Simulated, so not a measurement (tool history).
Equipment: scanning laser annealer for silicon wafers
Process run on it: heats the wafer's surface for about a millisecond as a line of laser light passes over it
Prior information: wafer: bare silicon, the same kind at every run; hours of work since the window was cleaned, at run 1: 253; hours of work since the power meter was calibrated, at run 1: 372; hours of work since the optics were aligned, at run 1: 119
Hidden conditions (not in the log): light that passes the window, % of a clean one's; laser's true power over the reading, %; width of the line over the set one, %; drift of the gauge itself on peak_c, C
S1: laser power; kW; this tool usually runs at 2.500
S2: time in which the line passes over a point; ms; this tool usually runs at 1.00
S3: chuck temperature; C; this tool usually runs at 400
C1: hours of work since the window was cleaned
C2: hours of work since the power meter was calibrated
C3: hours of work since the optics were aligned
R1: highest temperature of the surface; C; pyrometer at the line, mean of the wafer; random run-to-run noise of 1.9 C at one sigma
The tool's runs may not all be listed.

run   hour     S1    S2   S3   C1   C2   C3    R1
  1    0.0  2.500  1.00  400  253  372  119  1138
  2   16.6  2.500  1.00  386  263  382  129  1123
  3   32.1  2.500  1.00  386  273  392  139  1124
  4   45.6  2.500  1.00  386  281  400  148  1122
  5   64.7  2.500  1.00  386  294  412  160  1124
  6   75.8  2.500  0.77  375  301  419  167  1004
  7   86.2  2.539  1.00  383  307  426  173  1135
  8   99.0  2.500  1.00  424  315  434  181  1166
  9  109.4  2.232  1.10  379  322  441  188  1053
 10  132.6  2.720  1.10  379  336  455  203  1252

Here are 4 independent what-if runs from the current tool condition. What would each one return?
  A  143.5  2.147  1.10  426  343  462  209   ?
  B  143.5  2.720  0.81  379  343  462  209   ?
  C  143.5  2.150  1.20  374  343  462  209   ?
  D  143.5  2.127  1.00  400  343  462  209   ?

run    R1
  A  1064
  B  1108
  C  1047
  D   996
Without the tool's hidden state the same runs would have given:
run    R1
  A  1064
  B  1108
  C  1048
  D   996
